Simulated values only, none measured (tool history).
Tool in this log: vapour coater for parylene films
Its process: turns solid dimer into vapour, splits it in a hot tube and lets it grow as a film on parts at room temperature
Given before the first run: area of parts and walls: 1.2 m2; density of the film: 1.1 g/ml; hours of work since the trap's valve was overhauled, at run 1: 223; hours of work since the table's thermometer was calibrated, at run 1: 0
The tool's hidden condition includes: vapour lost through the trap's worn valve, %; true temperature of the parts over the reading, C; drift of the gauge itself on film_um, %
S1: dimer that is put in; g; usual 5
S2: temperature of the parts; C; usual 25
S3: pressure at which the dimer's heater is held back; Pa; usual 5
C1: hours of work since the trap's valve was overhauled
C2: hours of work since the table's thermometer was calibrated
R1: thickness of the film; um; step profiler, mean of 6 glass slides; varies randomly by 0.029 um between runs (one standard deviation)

run 1 hour=0 | S1=5 S2=25 S3=5 | C1=223 C2=0 | R1=3.04
run 2 hour=19.8 | S1=5 S2=25 S3=5 | C1=240 C2=17 | R1=2.99
run 3 hour=46.7 | S1=5 S2=25 S3=5 | C1=263 C2=39 | R1=2.99
run 4 hour=63.2 | S1=5 S2=25 S3=5 | C1=277 C2=53 | R1=3
run 5 hour=89.1 | S1=5 S2=25 S3=3.05 | C1=299 C2=75 | R1=3.28
run 6 hour=121.9 | S1=5 S2=25 S3=3.05 | C1=326 C2=103 | R1=3.33
run 7 hour=147.2 | S1=5 S2=25 S3=3.05 | C1=347 C2=124 | R1=3.34
run 8 hour=175 | S1=5 S2=25 S3=3.05 | C1=371 C2=147 | R1=3.34
run 9 hour=190.5 | S1=5 S2=25 S3=3.05 | C1=384 C2=160 | R1=3.33
run 10 hour=208.6 | S1=5 S2=27 S3=5 | C1=399 C2=176 | R1=2.82
run 11 hour=226.3 | S1=5 S2=25 S3=5 | C1=414 C2=190 | R1=3.04
run 12 hour=246.6 | S1=5 S2=25 S3=5 | C1=431 C2=208 | R1=3.06
run 13 hour=273 | S1=5 S2=25 S3=5 | C1=453 C2=230 | R1=3.07
run 14 hour=301.7 | S1=5 S2=25 S3=5 | C1=477 C2=254 | R1=3.02
run 15 hour=322.6 | S1=3 S2=25 S3=5 | C1=495 C2=272 | R1=1.85
run 16 hour=347.8 | S1=3 S2=25 S3=5 | C1=516 C2=293 | R1=1.81
run 17 hour=362.8 | S1=5 S2=26 S3=5 | C1=529 C2=305 | R1=2.94
run 18 hour=386.3 | S1=5 S2=25 S3=5 | C1=549 C2=325 | R1=3.05
run 19 hour=402.4 | S1=5 S2=25 S3=5 | C1=562 C2=339 | R1=3.05
run 20 hour=424.2 | S1=5 S2=25 S3=5 | C1=580 C2=357 | R1=3.04
run 21 hour=441.4 | S1=5 S2=25 S3=5 | C1=595 C2=371 | R1=2.97
run 22 hour=465.6 | S1=5 S2=25 S3=5 | C1=615 C2=392 | R1=3.03
-- hour=479.7 trap's valve overhauled
run 23 hour=497.9 | S1=5 S2=25 S3=5 | C1=15 C2=416 | R1=3.02
run 24 hour=526 | S1=5 S2=25 S3=5 | C1=39 C2=439 | R1=2.99
run 25 hour=554.1 | S1=3 S2=26 S3=4.26 | C1=63 C2=463 | R1=1.79
run 26 hour=576.5 | S1=3 S2=26 S3=4.26 | C1=81 C2=482 | R1=1.79
run 27 hour=603.3 | S1=5 S2=25 S3=10.73 | C1=104 C2=504 | R1=2.63
run 28 hour=616.8 | S1=8 S2=25 S3=4.74 | C1=115 C2=516 | R1=4.96
run 29 hour=637.2 | S1=8 S2=31 S3=3.17 | C1=133 C2=533 | R1=4.07
run 30 hour=661.8 | S1=3 S2=35 S3=2.85 | C1=153 C2=554 | R1=1.3
run 31 hour=675.9 | S1=5 S2=22 S3=5 | C1=165 C2=565 | R1=3.39
run 32 hour=696 | S1=8 S2=26 S3=2.02 | C1=182 C2=582 | R1=5.5
run 33 hour=712.3 | S1=8 S2=32 S3=5 | C1=196 C2=596 | R1=3.56
run 34 hour=742.1 | S1=4 S2=25 S3=5 | C1=221 C2=621 | R1=2.43
run 35 hour=769.5 | S1=3 S2=25 S3=11.29 | C1=244 C2=644 | R1=1.55
run 36 hour=800.9 | S1=5 S2=25 S3=5 | C1=270 C2=671 | R1=3
run 37 hour=815.2 | S1=2 S2=23 S3=8.86 | C1=282 C2=683 | R1=1.17
run 38 hour=832.5 | S1=8 S2=18 S3=2.08 | C1=297 C2=697 | R1=5.9
run 39 hour=861.2 | S1=8 S2=18 S3=2.08 | C1=321 C2=721 | R1=5.98
run 40 hour=889.5 | S1=5 S2=25 S3=4.93 | C1=345 C2=745 | R1=3.06
run 41 hour=917.8 | S1=5 S2=30 S3=5 | C1=369 C2=769 | R1=2.44
run 42 hour=949.5 | S1=5 S2=25 S3=6.81 | C1=395 C2=796 | R1=2.86
run 43 hour=963.7 | S1=5 S2=25 S3=6.81 | C1=407 C2=808 | R1=2.9
run 44 hour=985.3 | S1=7 S2=22 S3=2.53 | C1=425 C2=826 | R1=5.19
run 45 hour=1005.6 | S1=6 S2=25 S3=2.05 | C1=443 C2=843 | R1=4.26
run 46 hour=1027.9 | S1=2 S2=25 S3=2.87 | C1=461 C2=862 | R1=1.36
run 47 hour=1051 | S1=2 S2=25 S3=2.87 | C1=481 C2=881 | R1=1.31

What if the next run were any one of these 3? Each begins from the tool's condition after run 47:
run A hour=1082.2 | S1=5 S2=23 S3=5 | C1=507 C2=907 | R1=?
run B hour=1082.2 | S1=4 S2=25 S3=10.73 | C1=507 C2=907 | R1=?
run C hour=1082.2 | S1=3 S2=25 S3=5 | C1=507 C2=907 | R1=?

run=A R1=3.3
run=B R1=2.1
run=C R1=1.79
Stripped of hidden state, with their random variation kept, the same runs would have yielded:
run=A R1=3.3
run=B R1=2.1
run=C R1=1.79
